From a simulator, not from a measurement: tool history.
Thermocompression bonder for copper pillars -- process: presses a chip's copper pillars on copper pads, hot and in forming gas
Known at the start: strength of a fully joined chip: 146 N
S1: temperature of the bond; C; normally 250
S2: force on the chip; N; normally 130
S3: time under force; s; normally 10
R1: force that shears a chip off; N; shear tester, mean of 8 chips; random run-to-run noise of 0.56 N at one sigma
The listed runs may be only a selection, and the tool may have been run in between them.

| run | hour | S1 | S2 | S3 | R1 |
|---|---|---|---|---|---|
| 1 | 0.0 | 250 | 130 | 10 | 85.1 |
| 2 | 98.2 | 250 | 130 | 12 | 88.0 |
| 3 | 174.4 | 250 | 130 | 10 | 82.7 |
| 4 | 248.3 | 250 | 130 | 10 | 82.1 |
| 5 | 318.5 | 250 | 130 | 10 | 82.3 |
|  | 344.0 | forming gas filter changed |
| 6 | 397.2 | 250 | 130 | 10 | 87.9 |
| 7 | 448.7 | 250 | 130 | 10 | 87.9 |
| 8 | 503.7 | 250 | 130 | 10 | 87.0 |
| 9 | 567.5 | 250 | 130 | 10 | 87.3 |
| 10 | 631.7 | 250 | 150 | 11 | 99.2 |
| 11 | 706.5 | 250 | 150 | 11 | 98.6 |
| 12 | 796.6 | 260 | 100 | 27 | 100.0 |
| 13 | 851.5 | 228 | 120 | 15 | 70.5 |
|  | 870.7 | forming gas filter changed |
| 14 | 902.2 | 223 | 113 | 26 | 81.7 |
| 15 | 985.0 | 223 | 113 | 26 | 81.1 |

Each row is a separate what-if for the run after 15, all from the same tool condition, not one after another. Results?
| A | 1067.8 | 263 | 88 | 8 | ? |
| B | 1067.8 | 250 | 121 | 11 | ? |
| C | 1067.8 | 223 | 153 | 7 | ? |
| D | 1067.8 | 257 | 171 | 21 | ? |
| E | 1067.8 | 278 | 147 | 11 | ? |

| run | R1 |
|---|---|
| A | 68.3 |
| B | 87.4 |
| C | 69.1 |
| D | 128.5 |
| E | 121.0 |
What these runs would have given with no unlogged condition in the tool:
| run | R1 |
|---|---|
| A | 62.4 |
| B | 81.0 |
| C | 62.4 |
| D | 126.3 |
| E | 117.6 |
